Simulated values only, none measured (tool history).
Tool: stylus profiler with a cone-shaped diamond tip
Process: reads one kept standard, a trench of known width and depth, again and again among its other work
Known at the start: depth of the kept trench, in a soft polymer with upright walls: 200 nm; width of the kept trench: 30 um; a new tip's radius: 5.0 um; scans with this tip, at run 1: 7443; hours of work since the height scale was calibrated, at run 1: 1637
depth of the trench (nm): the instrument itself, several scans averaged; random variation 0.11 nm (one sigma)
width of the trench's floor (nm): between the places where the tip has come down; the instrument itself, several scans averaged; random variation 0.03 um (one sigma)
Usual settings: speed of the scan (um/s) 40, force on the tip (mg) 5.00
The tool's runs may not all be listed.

run    hour  speed of the scan (um/s)  force on the tip (mg)  scans with this tip  hours of work since the height scale was calibrated  depth of the trench (nm)  width of the trench's floor (nm)
  1     0.0                        40                   5.00                 7443                                                 1637                    204.91                             27120
  2    48.8                        40                   5.00                 7543                                                 1660                    205.04                             27060
  3   123.7                        40                   8.20                 7698                                                 1694                    207.17                             27120
  4   199.4                        40                   1.84                 7854                                                 1728                    202.63                             27020
  5   273.6                        40                   1.96                 8007                                                 1762                    202.72                             27000
  6   330.3                        40                   1.96                 8124                                                 1787                    202.60                             27020
  7   383.8                        40                   3.41                 8234                                                 1812                    203.87                             27100
  8   451.5                        40                   5.00                 8374                                                 1842                    205.12                             27080
  9   506.5                        57                   5.00                 8487                                                 1867                    205.29                             27000
 10   544.7                        40                   9.13                 8566                                                 1885                    207.70                             27120
 11   587.3                        40                   5.00                 8654                                                 1904                    204.88                             27110
 12   633.9                        40                   5.00                 8750                                                 1925                    205.11                             27110
 13   678.1                        40                   5.00                 8841                                                 1945                    205.24                             27060
 14   726.3                        40                   4.27                 8940                                                 1967                    204.47                             27060
 15   789.5                        40                   5.00                 9071                                                 1996                    205.05                             27050
 16   829.9                        40                   5.00                 9154                                                 2014                    205.13                             27110
 17   903.7                        40                   5.00                 9306                                                 2047                    205.38                             27050
 18   960.6                        40                   5.00                 9423                                                 2073                    205.03                             27050
 19  1038.9                        40                   5.00                 9585                                                 2109                    204.95                             27070
 20  1125.2                        40                   4.50                 9763                                                 2148                    204.83                             27070
 21  1191.4                        40                   4.50                 9899                                                 2178                    204.92                             27090
 22  1274.0                        40                   2.72                10070                                                 2215                    203.34                             27100
 23  1330.9                        40                  14.61                10187                                                 2241                    210.56                             27150
 24  1398.4                        40                  14.61                10326                                                 2272                    210.52                             27130
 25  1453.4                        40                  14.61                10439                                                 2297                    210.28                             27050
 26  1512.2                        40                  14.61                10561                                                 2323                    210.58                             27150
 27  1565.0                        40                  14.61                10669                                                 2347                    210.52                             27100
 28  1632.6                        47                  12.69                10809                                                 2378                    209.47                             27090
 29  1701.4                       136                  11.16                10951                                                 2409                    208.52                             26960
     1731.1  -- height scale calibrated on a step standard
 30  1739.1                       136                  11.16                11027                                                    4                    208.77                             26960
 31  1812.5                        21                  11.16                11179                                                   37                    208.65                             27200
 32  1890.3                       139                   9.17                11339                                                   72                    207.74                             26930
 33  1979.6                        11                   1.93                11523                                                  113                    202.73                             27100
 34  2041.2                        26                   5.56                11650                                                  141                    205.65                             27060
 35  2102.5                        13                   4.47                11777                                                  168                    204.96                             27150

The next listed run, before its measurement:
 36  2183.8                       141                   2.92                11944                                                  205                         ?                                 ?

depth of the trench (nm): 203.62
width of the trench's floor (nm): 26710
Without the tool's hidden state the same run would have given depth of the trench (nm) 203.62, width of the trench's floor (nm) 26720.
